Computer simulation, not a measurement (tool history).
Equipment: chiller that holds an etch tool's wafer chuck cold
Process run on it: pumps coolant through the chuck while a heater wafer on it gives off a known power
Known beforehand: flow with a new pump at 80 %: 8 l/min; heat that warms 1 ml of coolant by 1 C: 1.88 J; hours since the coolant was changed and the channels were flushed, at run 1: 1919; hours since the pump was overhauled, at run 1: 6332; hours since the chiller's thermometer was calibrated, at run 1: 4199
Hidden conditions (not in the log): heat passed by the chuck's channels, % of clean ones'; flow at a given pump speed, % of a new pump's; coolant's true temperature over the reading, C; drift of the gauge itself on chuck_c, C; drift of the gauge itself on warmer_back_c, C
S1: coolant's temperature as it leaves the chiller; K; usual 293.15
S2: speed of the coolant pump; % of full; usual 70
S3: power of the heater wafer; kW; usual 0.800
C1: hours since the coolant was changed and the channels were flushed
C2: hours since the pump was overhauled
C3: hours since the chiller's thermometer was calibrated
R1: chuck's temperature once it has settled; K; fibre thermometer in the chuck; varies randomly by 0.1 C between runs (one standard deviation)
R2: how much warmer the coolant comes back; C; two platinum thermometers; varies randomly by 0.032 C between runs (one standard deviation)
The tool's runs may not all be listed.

Run 1, hour 0.0: usual settings; C1 1919; C2 6332; C3 4199. Result: R1 302.45 K, R2 4.09 C.
Run 2, hour 103.2: usual settings; C1 2022; C2 6435; C3 4302. Result: R1 302.35 K, R2 4.14 C.
Run 3, hour 315.7: usual settings but S2 64 % of full; C1 2235; C2 6648; C3 4515. Result: R1 303.25 K, R2 4.50 C.
Run 4, hour 455.1: usual settings but S3 0.603 kW; C1 2374; C2 6787; C3 4654. Result: R1 300.25 K, R2 3.15 C.
Run 5, hour 573.8: usual settings; C1 2493; C2 6906; C3 4773. Result: R1 302.65 K, R2 4.16 C.
Run 6, hour 772.6: usual settings; C1 2692; C2 7104; C3 4972. Result: R1 302.65 K, R2 4.14 C.
Run 7, hour 868.7: usual settings; C1 2788; C2 7201; C3 5068. Result: R1 302.65 K, R2 4.14 C.
Run 8, hour 1022.7: usual settings; C1 2942; C2 7355; C3 5222. Result: R1 302.95 K, R2 4.17 C.
Run 9, hour 1119.6: usual settings; C1 3039; C2 7451; C3 5318. Result: R1 302.85 K, R2 4.17 C.
Run 10, hour 1301.8: usual settings; C1 3221; C2 7634; C3 5501. Result: R1 302.95 K, R2 4.16 C.
At hour 1389.1: chiller's thermometer calibrated.
Run 11, hour 1409.5: usual settings; C1 3328; C2 7740; C3 20. Result: R1 302.45 K, R2 4.23 C.
Run 12, hour 1627.0: usual settings but S3 0.500 kW; C1 3545; C2 7958; C3 238. Result: R1 299.05 K, R2 2.64 C.
Run 13, hour 1745.5: usual settings but S3 0.500 kW; C1 3664; C2 8076; C3 356. Result: R1 299.05 K, R2 2.65 C.
Run 14, hour 1882.9: usual settings but S3 0.587 kW; C1 3801; C2 8214; C3 494. Result: R1 300.15 K, R2 3.11 C.
Run 15, hour 1989.9: usual settings but S3 0.587 kW; C1 3908; C2 8321; C3 601. Result: R1 300.15 K, R2 3.10 C.
Run 16, hour 2100.6: usual settings but S3 0.587 kW; C1 4019; C2 8431; C3 711. Result: R1 300.15 K, R2 3.19 C.
Run 17, hour 2215.2: usual settings but S1 288.15 K, S3 1.006 kW; C1 4133; C2 8546; C3 826. Result: R1 300.15 K, R2 5.39 C.
Run 18, hour 2365.1: usual settings but S1 291.15 K; C1 4283; C2 8696; C3 976. Result: R1 300.75 K, R2 4.26 C.
Run 19, hour 2500.7: usual settings but S1 298.15 K, S2 62 % of full; C1 4419; C2 8832; C3 1112. Result: R1 309.05 K, R2 4.86 C.
Run 20, hour 2604.5: usual settings but S1 298.15 K, S2 62 % of full; C1 4523; C2 8935; C3 1215. Result: R1 309.05 K, R2 4.88 C.
Run 21, hour 2779.8: usual settings but S1 298.15 K, S2 62 % of full; C1 4698; C2 9111; C3 1391. Result: R1 308.95 K, R2 4.94 C.
Run 22, hour 2932.9: usual settings but S1 298.15 K, S3 0.439 kW; C1 4851; C2 9264; C3 1544. Result: R1 303.65 K, R2 2.40 C.
Run 23, hour 3036.7: usual settings but S1 298.15 K, S3 0.439 kW; C1 4955; C2 9368; C3 1648. Result: R1 303.55 K, R2 2.38 C.
At hour 3058.5: coolant pump overhauled.
Run 24, hour 3222.5: usual settings but S1 298.15 K, S3 0.439 kW; C1 5136; C2 164; C3 1828. Result: R1 303.15 K, R2 1.97 C.
Run 25, hour 3427.9: usual settings but S1 290.15 K, S2 77 % of full, S3 0.409 kW; C1 5341; C2 369; C3 2034. Result: R1 294.35 K, R2 1.68 C.
Run 26, hour 3590.8: usual settings but S1 290.15 K, S2 77 % of full, S3 0.409 kW; C1 5504; C2 532; C3 2197. Result: R1 294.35 K, R2 1.71 C.
Run 27, hour 3794.3: usual settings but S1 295.15 K, S2 65 % of full, S3 0.437 kW; C1 5707; C2 736; C3 2400. Result: R1 300.35 K, R2 2.22 C.
Run 28, hour 3916.3: usual settings but S1 295.15 K, S2 92 % of full, S3 0.437 kW; C1 5829; C2 858; C3 2522. Result: R1 298.95 K, R2 1.61 C.
Run 29, hour 4113.9: usual settings but S1 301.15 K, S2 75 % of full, S3 0.715 kW; C1 6027; C2 1055; C3 2720. Result: R1 308.65 K, R2 3.08 C.
Run 30, hour 4247.7: usual settings but S1 291.15 K, S2 67 % of full, S3 0.495 kW; C1 6161; C2 1189; C3 2854. Result: R1 296.95 K, R2 2.49 C.
Run 31, hour 4414.9: usual settings but S1 288.15 K, S2 91 % of full, S3 0.495 kW; C1 6328; C2 1356; C3 3021. Result: R1 292.65 K, R2 1.77 C.

Some steps in R1, run to run, broken into two amounts with sign: the step expected even without the hidden condition (settings, incoming material, random variation), and the rest, left for the hidden condition together with whatever gauge scatter is not in both the measured and the hidden-condition-free result:
Run 16 -> 17: S1 293.15 -> 288.15, S3 0.587 -> 1.006. R1 +0.00 K: hidden state +0.90, all else -0.90.
Run 21 -> 22: S2 62 -> 70, S3 0.800 -> 0.439. R1 -5.30 K: hidden state -0.80, all else -4.50.
Run 23 -> 24: coolant pump overhauled. R1 -0.40 K: hidden state -0.70, all else +0.30.
Run 24 -> 25: S1 298.15 -> 290.15, S2 70 -> 77, S3 0.439 -> 0.409. R1 -8.80 K: hidden state +0.00, all else -8.80.
Run 28 -> 29: S1 295.15 -> 301.15, S2 92 -> 75, S3 0.437 -> 0.715. R1 +9.70 K: hidden state +0.30, all else +9.40.
Run 29 -> 30: S1 301.15 -> 291.15, S2 75 -> 67, S3 0.715 -> 0.495. R1 -11.70 K: hidden state +0.00, all else -11.70.
